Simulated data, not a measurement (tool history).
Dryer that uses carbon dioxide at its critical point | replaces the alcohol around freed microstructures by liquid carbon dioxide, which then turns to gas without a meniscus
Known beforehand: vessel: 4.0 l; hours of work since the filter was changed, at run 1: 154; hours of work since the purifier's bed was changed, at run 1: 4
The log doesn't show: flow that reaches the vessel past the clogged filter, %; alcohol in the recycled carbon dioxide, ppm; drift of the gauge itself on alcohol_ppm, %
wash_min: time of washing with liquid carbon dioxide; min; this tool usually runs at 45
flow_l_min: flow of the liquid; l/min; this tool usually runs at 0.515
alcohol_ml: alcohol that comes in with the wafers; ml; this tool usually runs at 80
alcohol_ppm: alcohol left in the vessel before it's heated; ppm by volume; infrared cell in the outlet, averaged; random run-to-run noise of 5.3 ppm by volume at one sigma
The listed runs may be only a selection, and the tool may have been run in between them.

run	hour	wash_min	flow_l_min	alcohol_ml	hours of work since the filter was changed	hours of work since the purifier's bed was changed	alcohol_ppm
1	0.0	45	0.515	80	154	4	199
2	7.0	45	0.515	42	157	6	117
3	16.9	45	0.515	42	160	9	111
4	25.0	45	0.515	42	162	12	106
5	33.5	45	0.515	42	165	14	110
6	38.6	45	0.515	42	167	16	113
7	45.1	45	0.635	79	169	18	72
8	52.8	45	0.635	79	171	20	75
9	57.6	45	0.635	79	173	22	80

Expected results for the next run?
10	65.5	44	0.768	78	175	24	?

Logged for run 10: alcohol_ppm 34 ppm by volume.
If the tool had no hidden condition, the same run with the same run-to-run variation would have returned alcohol_ppm 14 ppm by volume.
